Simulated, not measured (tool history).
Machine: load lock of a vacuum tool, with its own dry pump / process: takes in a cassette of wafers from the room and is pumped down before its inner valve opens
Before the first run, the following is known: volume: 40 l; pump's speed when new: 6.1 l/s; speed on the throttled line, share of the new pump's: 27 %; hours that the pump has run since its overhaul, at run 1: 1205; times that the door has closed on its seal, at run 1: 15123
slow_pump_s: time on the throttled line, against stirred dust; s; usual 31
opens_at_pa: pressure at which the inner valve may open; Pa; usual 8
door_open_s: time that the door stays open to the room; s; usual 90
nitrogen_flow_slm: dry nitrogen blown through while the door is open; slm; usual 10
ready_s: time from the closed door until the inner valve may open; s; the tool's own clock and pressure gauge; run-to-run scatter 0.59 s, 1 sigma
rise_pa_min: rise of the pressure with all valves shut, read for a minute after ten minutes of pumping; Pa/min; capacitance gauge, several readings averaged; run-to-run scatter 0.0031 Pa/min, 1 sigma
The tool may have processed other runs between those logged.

run     hour  slow_pump_s  opens_at_pa  door_open_s  nitrogen_flow_slm  hours that the pump has run since its overhaul  times that the door has closed on its seal  incoming humidity of the room's air, %  ready_s  rise_pa_min
  1        0           31            8           90                 10                                            1205                                       15123                                    40.8     84.7        0.198
  2      178           31            8           90                 10                                            1383                                       15327                                    45.2     84.4        0.205
  3      553           31            8           90                 10                                            1758                                       15756                                    44.9     85.4        0.205
  4    764.8           50            8           90                 10                                            1970                                       15998                                    44.8     99.2         0.22
  5   1028.5           31            8           90                  7                                            2233                                       16300                                      45     85.7        0.223
  6   1201.3           31            8           90                 20                                            2406                                       16498                                    43.8     85.6         0.21
  7   1584.3           31           14           90                 10                                            2789                                       16936                                    46.7     82.1        0.236
  8   1811.1           31           14           90                 10                                            3016                                       17195                                    45.7     81.5        0.232
  9     2003           31           11           90                 10                                            3208                                       17415                                    42.6     83.3        0.232
 10     2210           31           11           90                 10                                            3415                                       17652                                    44.4     82.8         0.24
 11   2551.3           31           11           90                 10                                            3756                                       18042                                      46     83.1        0.241
 12   2925.1           31           10           90                 10                                            4130                                       18470                                      44     85.3        0.245
 13   3313.2           31            8           90                 10                                            4518                                       18914                                    45.9     86.6        0.246
 14   3578.2           31            8           90                 10                                            4783                                       19217                                    47.7     86.1        0.264
 15   3961.5           31            8           90                 10                                            5166                                       19656                                    43.9     86.3        0.259
 16   4219.7           31            8           90                 10                                            5425                                       19951                                    46.1       86        0.266
 17   4468.7           31            8           90                 10                                            5674                                       20236                                    48.4     86.8        0.279
 18   4796.4           31            8           90                 10                                            6001                                       20611                                    42.8     87.3        0.276
 19   5012.7           31            8           90                 10                                            6218                                       20859                                    47.7     86.8        0.278
 20   5391.5           24            8           90                  9                                            6596                                       21292                                    46.4     82.7        0.291
 21   5678.8           24            8           90                  9                                            6884                                       21621                                    47.5     82.6        0.289
 22   6036.7           24            8           90                  9                                            7242                                       22031                                    46.5       81        0.308
 23   6274.7           24            8           90                  9                                            7480                                       22303                                    48.3     81.3        0.311
 24   6661.7           31           15           38                 10                                            7867                                       22746                                    47.4     84.2        0.277
 25   6896.7           18           12           38                 10                                            8102                                       23015                                    46.5     75.1        0.278
 26   7177.9           18           12           38                 10                                            8383                                       23336                                    42.3     76.5        0.288
 27   7430.7           18           12           38                 43                                            8636                                       23626                                      43     76.1        0.273
 28   7670.1           36            7          132                 19                                            8875                                       23900                                    47.9     92.5        0.337
 29   7994.9           29            7           53                 19                                            9200                                       24271                                      46     88.1        0.303
 30   8229.8           31           12           90                 10                                            9435                                       24540                                    42.7     85.6        0.331
 31   8411.3           34           10          170                 41                                            9616                                       24748                                    45.4     88.5         0.34
 32   8683.9           34           10          170                 41                                            9889                                       25060                                    46.7     88.9        0.336
 33     9077           34            9          170                 41                                           10282                                       25509                                    48.7     90.4         0.36
 34     9326           34            9          170                 41                                           10531                                       25794                                      47     89.9        0.362
 35   9690.8           34            9          170                 33                                           10896                                       26212                                    43.8     89.8        0.367
 36   9884.6           31           10           90                 10                                           11090                                       26434                                      45     87.3        0.361
 37  10232.8           31            8           90                 11                                           11438                                       26832                                    46.3     89.2        0.369

Results for each run, recomputed without the tool's hidden state and with each run's random variation untouched:
Unlogged tool condition in this case: pump's speed, % of a new pump's; leak at the door's seal, Pa l/s; drift of the gauge itself on ready_s, %; drift of the gauge itself on rise_pa_min, %.
run  ready_s  rise_pa_min
  1     84.7        0.063
  2     84.3        0.068
  3     85.1        0.064
  4     98.8        0.074
  5     85.3        0.073
  6     85.1        0.058
  7     81.4        0.078
  8     80.7        0.072
  9     82.6        0.068
 10       82        0.073
 11     82.2        0.068
 12     84.2        0.066
 13     85.3        0.065
 14     84.7        0.076
 15     84.7        0.065
 16     84.3        0.069
 17       85        0.077
 18     85.4        0.072
 19     84.9        0.072
 20     80.3        0.076
 21     80.1        0.073
 22     78.4        0.078
 23     78.6        0.081
 24     81.8         0.04
 25     72.1        0.038
 26     73.4        0.038
 27       73        0.025
 28     89.4        0.082
 29     84.8        0.042
 30     82.3        0.065
 31     85.3         0.07
 32     85.5        0.069
 33     86.7        0.074
 34     86.1        0.073
 35     85.9        0.075
 36     83.4        0.069
 37     84.9        0.071
